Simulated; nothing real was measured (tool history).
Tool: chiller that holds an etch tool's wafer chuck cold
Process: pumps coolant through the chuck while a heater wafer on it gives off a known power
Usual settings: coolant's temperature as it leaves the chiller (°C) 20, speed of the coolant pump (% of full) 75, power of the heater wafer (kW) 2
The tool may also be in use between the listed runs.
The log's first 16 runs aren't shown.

run	hour	coolant's temperature as it leaves the chiller (°C)	speed of the coolant pump (% of full)	power of the heater wafer (kW)	hours since the coolant was changed and the channels were flushed	hours since the pump was overhauled	hours since the chiller's thermometer was calibrated	chuck's temperature once it has settled (°C)	how much warmer the coolant comes back (C)
17	573.6	16	87	1.233	8681	1667	2245	25.5	2.66
18	602.1	18	80	2.138	8710	1695	2274	35.6	4.98
19	635.3	18	80	2.138	8743	1729	2307	35.5	4.97
20	684.9	20	82	2.745	8793	1778	2357	42.3	6.22
21	719.5	20	69	2	8827	1813	2391	38.7	5.44
22	757.9	18	61	1.725	8866	1851	2430	35.7	5.29
23	787.9	18	61	1.725	8896	1881	2460	35.9	5.24
24	840.7	14	99	1.72	8948	1934	2512	25.8	3.05
25	892.8	14	75	1.72	9000	1986	2564	29	4.17
26	926.8	14	75	1.72	9035	2020	2598	29	4.17
27	953.5	14	90	1.463	9061	2047	2625	25.2	2.91
28	976.2	14	90	1.463	9084	2069	2648	24.9	2.88
# hour 989.8: coolant changed, channels flushed
29	1027.9	18	75	1.776	38	2115	2694	33.5	4.32
30	1078.3	18	67	1.776	89	2165	2744	34.9	4.87
31	1128.6	26	91	2.549	139	2216	2794	45.1	5

Forecast each of these 3 alternatives for the next run:
A	1158.8	10	91	2.549	169	2246	2824	?	?
B	1158.8	26	91	2.745	169	2246	2824	?	?
C	1158.8	26	91	2.017	169	2246	2824	?	?

run	chuck's temperature once it has settled (°C)	how much warmer the coolant comes back (C)
A	28.8	5.03
B	46.2	5.39
C	41.2	3.92
Without the tool's hidden state the same runs would have given:
run	chuck's temperature once it has settled (°C)	how much warmer the coolant comes back (C)
A	28.8	5.33
B	46.2	5.69
C	41.1	4.22
